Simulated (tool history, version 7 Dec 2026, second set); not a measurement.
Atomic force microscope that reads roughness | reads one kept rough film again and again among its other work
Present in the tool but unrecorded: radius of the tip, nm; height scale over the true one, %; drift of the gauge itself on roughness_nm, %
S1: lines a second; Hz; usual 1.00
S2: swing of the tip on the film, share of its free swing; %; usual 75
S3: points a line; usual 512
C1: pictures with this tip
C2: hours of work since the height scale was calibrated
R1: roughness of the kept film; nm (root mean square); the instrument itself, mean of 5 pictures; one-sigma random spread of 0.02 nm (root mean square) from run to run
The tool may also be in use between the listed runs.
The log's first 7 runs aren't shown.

Run 8, day 11.875: usual settings but S1 0.70 Hz; C1 67; C2 772. Result: R1 4.735 nm (root mean square).
At day 12.975: new tip fitted.
Run 9, day 13.746: usual settings; C1 29; C2 802. Result: R1 4.749 nm (root mean square).
Run 10, day 15.550: usual settings; C1 96; C2 831. Result: R1 4.620 nm (root mean square).
At day 15.883: new tip fitted.
Run 11, day 17.046: usual settings but S1 2.44 Hz; C1 43; C2 855. Result: R1 4.554 nm (root mean square).
At day 18.792: new tip fitted.
Run 12, day 19.729: usual settings but S1 2.44 Hz, S2 63 %; C1 34; C2 898. Result: R1 4.742 nm (root mean square).
At day 21.654: new tip fitted.
Run 13, day 22.233: usual settings but S1 2.44 Hz, S2 63 %; C1 22; C2 939. Result: R1 4.774 nm (root mean square).
Run 14, day 23.925: usual settings but S3 715; C1 84; C2 966. Result: R1 4.611 nm (root mean square).
At day 24.662: new tip fitted.
Run 15, day 25.412: usual settings but S1 1.04 Hz; C1 28; C2 990. Result: R1 4.743 nm (root mean square).
Run 16, day 26.633: usual settings but S1 1.04 Hz; C1 73; C2 1009. Result: R1 4.681 nm (root mean square).
At day 27.604: new tip fitted.
Run 17, day 27.892: usual settings; C1 10; C2 1029. Result: R1 4.812 nm (root mean square).
Run 18, day 29.179: usual settings but S1 2.87 Hz; C1 58; C2 1050. Result: R1 4.548 nm (root mean square).
At day 30.567: new tip fitted.
Run 19, day 31.708: usual settings but S2 78 %; C1 42; C2 1091. Result: R1 4.691 nm (root mean square).
Run 20, day 33.158: usual settings but S2 78 %; C1 96; C2 1114. Result: R1 4.585 nm (root mean square).

Run 21 comes next. What will it give?
At day 33.454: new tip fitted.
Run 21, day 35.617: usual settings but S1 0.66 Hz, S2 65 %, S3 484; C1 80; C2 1154. Result: R1 ?.

Run 21 produced R1 4.687 nm (root mean square).
With no hidden state in the tool, this same run would have given R1 4.901 nm (root mean square).
